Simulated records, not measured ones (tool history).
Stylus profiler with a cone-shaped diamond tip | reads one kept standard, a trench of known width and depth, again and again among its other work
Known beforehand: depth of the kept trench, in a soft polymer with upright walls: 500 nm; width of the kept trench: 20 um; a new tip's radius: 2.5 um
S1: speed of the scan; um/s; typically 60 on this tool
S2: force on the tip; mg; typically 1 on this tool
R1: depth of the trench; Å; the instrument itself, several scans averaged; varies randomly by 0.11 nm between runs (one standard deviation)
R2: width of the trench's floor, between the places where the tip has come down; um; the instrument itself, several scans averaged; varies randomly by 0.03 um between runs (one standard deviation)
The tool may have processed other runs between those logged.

run 1 day=0 | S1=60 S2=1 | R1=5020.4 R2=16.66
run 2 day=2.129 | S1=60 S2=1 | R1=5018.6 R2=16.63
run 3 day=4.45 | S1=60 S2=1 | R1=5018.3 R2=16.66
run 4 day=6.883 | S1=60 S2=1 | R1=5017.6 R2=16.63
run 5 day=10.875 | S1=60 S2=1 | R1=5019.5 R2=16.65
run 6 day=13.646 | S1=60 S2=1.67 | R1=5025.8 R2=16.71
run 7 day=16.75 | S1=60 S2=1.67 | R1=5026.3 R2=16.74
run 8 day=19.288 | S1=43 S2=1 | R1=5019.3 R2=16.75
run 9 day=21.321 | S1=146 S2=1 | R1=5017.3 R2=16.13
run 10 day=24.383 | S1=146 S2=1 | R1=5019.3 R2=16.14
run 11 day=26.071 | S1=17 S2=1 | R1=5020.3 R2=16.9
run 12 day=29.754 | S1=31 S2=1 | R1=5020.7 R2=16.78
-- day=31.2 height scale calibrated on a step standard
run 13 day=33.171 | S1=60 S2=1.03 | R1=5022.2 R2=16.66
run 14 day=35.733 | S1=60 S2=0.44 | R1=5010.2 R2=16.46
run 15 day=39.529 | S1=60 S2=0.44 | R1=5010.5 R2=16.47
run 16 day=43.046 | S1=60 S2=0.44 | R1=5011.5 R2=16.51
run 17 day=45.658 | S1=60 S2=1 | R1=5021.1 R2=16.63
run 18 day=49.542 | S1=60 S2=0.76 | R1=5013.8 R2=16.6
run 19 day=51.479 | S1=60 S2=0.76 | R1=5015.1 R2=16.59
run 20 day=55.258 | S1=60 S2=0.76 | R1=5015.8 R2=16.6
run 21 day=57.679 | S1=60 S2=0.36 | R1=5009.2 R2=16.43
run 22 day=59.358 | S1=60 S2=0.87 | R1=5017.4 R2=16.63
run 23 day=61.479 | S1=60 S2=0.87 | R1=5019.2 R2=16.65
run 24 day=64.558 | S1=60 S2=0.87 | R1=5017.6 R2=16.68
run 25 day=66.571 | S1=27 S2=1 | R1=5020.2 R2=16.81
run 26 day=68.775 | S1=27 S2=1 | R1=5019.8 R2=16.78
run 27 day=72.242 | S1=27 S2=1 | R1=5018.2 R2=16.81
run 28 day=76.225 | S1=76 S2=2.58 | R1=5037.4 R2=16.69
run 29 day=79.029 | S1=138 S2=0.74 | R1=5014.3 R2=16.05
run 30 day=81.6 | S1=186 S2=2.94 | R1=5041.2 R2=16.33
run 31 day=84.642 | S1=186 S2=2.94 | R1=5039.1 R2=16.39
run 32 day=86.662 | S1=98 S2=0.44 | R1=5011.1 R2=16.08
run 33 day=88.408 | S1=35 S2=1.07 | R1=5018.6 R2=16.82
run 34 day=90.142 | S1=39 S2=0.72 | R1=5014.8 R2=16.73
run 35 day=92.183 | S1=39 S2=0.72 | R1=5016.1 R2=16.69
run 36 day=93.979 | S1=39 S2=0.72 | R1=5015.1 R2=16.74
run 37 day=96.55 | S1=39 S2=0.72 | R1=5016.1 R2=16.71
run 38 day=99.125 | S1=39 S2=0.72 | R1=5015.1 R2=16.79
run 39 day=101.575 | S1=39 S2=0.36 | R1=5008.8 R2=16.65
run 40 day=103.392 | S1=97 S2=0.39 | R1=5008.2 R2=16.03
run 41 day=106.158 | S1=35 S2=2.27 | R1=5032.1 R2=16.85
run 42 day=109.658 | S1=85 S2=2.79 | R1=5039.5 R2=16.71
run 43 day=111.392 | S1=21 S2=1.32 | R1=5023.4 R2=16.84
run 44 day=115.233 | S1=21 S2=1.32 | R1=5024.1 R2=16.88
run 45 day=118.729 | S1=36 S2=0.5 | R1=5010.6 R2=16.67

Consider 5 possible next runs. They are alternatives, not a sequence: every one starts from the tool as it was left by run 45. What does each give?
run A day=121.583 | S1=33 S2=1 | R1=? R2=?
run B day=121.583 | S1=36 S2=1.04 | R1=? R2=?
run C day=121.583 | S1=117 S2=2.36 | R1=? R2=?
run D day=121.583 | S1=18 S2=0.39 | R1=? R2=?
run E day=121.583 | S1=58 S2=0.99 | R1=? R2=?

run=A R1=5016.5 R2=16.79
run=B R1=5019.7 R2=16.78
run=C R1=5036.9 R2=16.51
run=D R1=5010 R2=16.8
run=E R1=5020.6 R2=16.64
With the hidden condition removed and each run's random variation left untouched, the same runs would have given:
run=A R1=5016.7 R2=16.81
run=B R1=5019.9 R2=16.8
run=C R1=5037.1 R2=16.53
run=D R1=5010.2 R2=16.82
run=E R1=5020.8 R2=16.66
